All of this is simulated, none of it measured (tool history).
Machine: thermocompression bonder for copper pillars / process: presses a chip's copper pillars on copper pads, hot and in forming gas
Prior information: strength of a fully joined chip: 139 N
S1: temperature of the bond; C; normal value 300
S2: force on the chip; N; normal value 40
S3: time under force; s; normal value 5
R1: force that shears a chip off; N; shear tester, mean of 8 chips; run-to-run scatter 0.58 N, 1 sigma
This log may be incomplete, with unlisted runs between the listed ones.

run	day	S1	S2	S3	R1
1	0	300	40	5	75.7
2	2.354	300	40	5	75.5
3	4.025	300	40	5	74.7
4	5.104	300	40	9	87.8
5	7.442	300	40	9	87.7
6	8.721	300	40	9	88.8
# day 9.438: forming gas filter changed
7	9.812	300	40	9	91.3
8	11.154	300	40	5	76.6
# day 11.35: force cell calibrated
# day 11.638: heater calibrated with a thermocouple chip
9	13.283	300	40	5	86.3
# day 15.612: force cell calibrated, once more
10	15.696	300	40	5	78.5
11	17.612	275	29	6	50
12	19.921	300	26	5	55.7
13	21.629	300	26	5	54.5
14	23.383	314	26	5	63.4
15	24.879	300	40	14	102.1
16	26.954	284	38	9	76.6
17	28.162	284	38	9	75.6
18	29.296	300	57	5	97.3
19	30.788	300	37	14	96.6

Below are 5 alternative next runs, each starting from the tool's condition after run 19. Predict each:
A	32.575	320	41	4	?
B	32.575	296	40	5	?
C	32.575	318	58	4	?
D	32.575	300	28	5	?
E	32.575	300	43	5	?

run	R1
A	85
B	72.3
C	104.1
D	57
E	80.5
Stripped of hidden state, with their random variation kept, the same runs would have yielded:
run	R1
A	90.1
B	77
C	109.9
D	60.8
E	85.6

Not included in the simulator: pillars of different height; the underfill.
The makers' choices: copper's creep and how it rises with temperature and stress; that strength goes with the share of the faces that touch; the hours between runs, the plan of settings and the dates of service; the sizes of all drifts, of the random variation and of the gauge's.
